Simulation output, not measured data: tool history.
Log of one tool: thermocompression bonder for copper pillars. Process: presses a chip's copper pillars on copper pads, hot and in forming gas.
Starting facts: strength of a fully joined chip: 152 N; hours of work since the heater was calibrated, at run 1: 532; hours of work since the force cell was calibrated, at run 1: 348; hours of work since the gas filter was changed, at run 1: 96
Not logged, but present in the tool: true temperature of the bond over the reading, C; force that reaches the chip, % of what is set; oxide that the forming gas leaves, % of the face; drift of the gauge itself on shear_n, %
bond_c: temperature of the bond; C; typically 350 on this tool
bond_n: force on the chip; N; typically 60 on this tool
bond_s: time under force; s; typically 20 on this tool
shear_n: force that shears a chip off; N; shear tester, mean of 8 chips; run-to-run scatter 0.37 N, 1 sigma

run   hour  bond_c  bond_n  bond_s  hours of work since the heater was calibrated  hours of work since the force cell was calibrated  hours of work since the gas filter was changed  shear_n
  1    0.0     350      60      20                                            532                                                348                                              96     67.6
  2    8.3     350      60      20                                            537                                                354                                             101     68.4
  3   19.4     374      60      20                                            544                                                360                                             108     81.0
  4   31.6     350      60      20                                            552                                                368                                             116     69.2
  5   44.6     350      60      20                                            560                                                376                                             124     68.7
  6   56.2     350      60      24                                            567                                                383                                             131     73.4
  7   70.2     350      60      20                                            576                                                392                                             140     68.8
  8   81.3     350      60      10                                            583                                                399                                             147     53.0
  9   91.1     350      60      10                                            589                                                405                                             153     52.9
 10   97.7     350      60      10                                            593                                                409                                             157     53.0
 11  111.4     350      60      10                                            601                                                418                                             166     52.9
 12  120.8     350      60      20                                            607                                                424                                             171     69.2
 13  135.4     350      60      20                                            616                                                433                                             181     69.5
 14  149.5     350      60      20                                            625                                                441                                             189     69.4
 15  157.7     350      60      20                                            630                                                446                                             194     69.6
 16  170.5     350      60      20                                            638                                                454                                             202     69.7
 17  177.6     350      60      20                                            643                                                459                                             207     69.7
     189.6  -- gauge calibrated
 18  192.8     323      58      18                                            652                                                468                                             216     50.4
 19  206.4     323      58      18                                            660                                                477                                             225     49.7
 20  220.3     323      60      18                                            669                                                485                                             233     52.2
 21  229.3     372      60      27                                            675                                                491                                             239     88.0
 22  236.6     341      60      20                                            679                                                496                                             244     63.9
 23  244.4     360      53      20                                            684                                                500                                             248     65.6
 24  256.9     367      60      47                                            692                                                508                                             256    102.0
 25  271.1     353      53      57                                            701                                                517                                             265     89.4
 26  279.0     353      53      57                                            706                                                522                                             270     90.0
 27  285.8     353      53      57                                            710                                                526                                             274     89.8
 28  298.0     333      46      27                                            717                                                534                                             282     51.2
 29  312.2     358      71      20                                            726                                                543                                             291     85.3
 30  327.9     350      60      34                                            736                                                552                                             300     83.7
 31  336.1     350      60      34                                            741                                                558                                             306     83.4
     341.9  -- gauge calibrated
 32  344.2     350      47      14                                            746                                                563                                             310     45.4
     349.6  -- forming gas filter changed
 33  354.9     350      42      14                                            753                                                569                                               3     40.9
 34  367.1     350      42      14                                            760                                                577                                              11     40.9

4 ways to go on from here, each from the tool as it stands after run 34. What would each give?
  A  376.4     331      42      14                                            766                                                582                                              17        ?
  B  376.4     350      89      12                                            766                                                582                                              17        ?
  C  376.4     377      66      41                                            766                                                582                                              17        ?
  D  376.4     375      42      28                                            766                                                582                                              17        ?

run  shear_n
  A     34.5
  B     82.2
  C    109.6
  D     67.1
Had the tool no hidden state, the same runs would have come out as:
run  shear_n
  A     34.3
  B     81.8
  C    109.1
  D     66.8
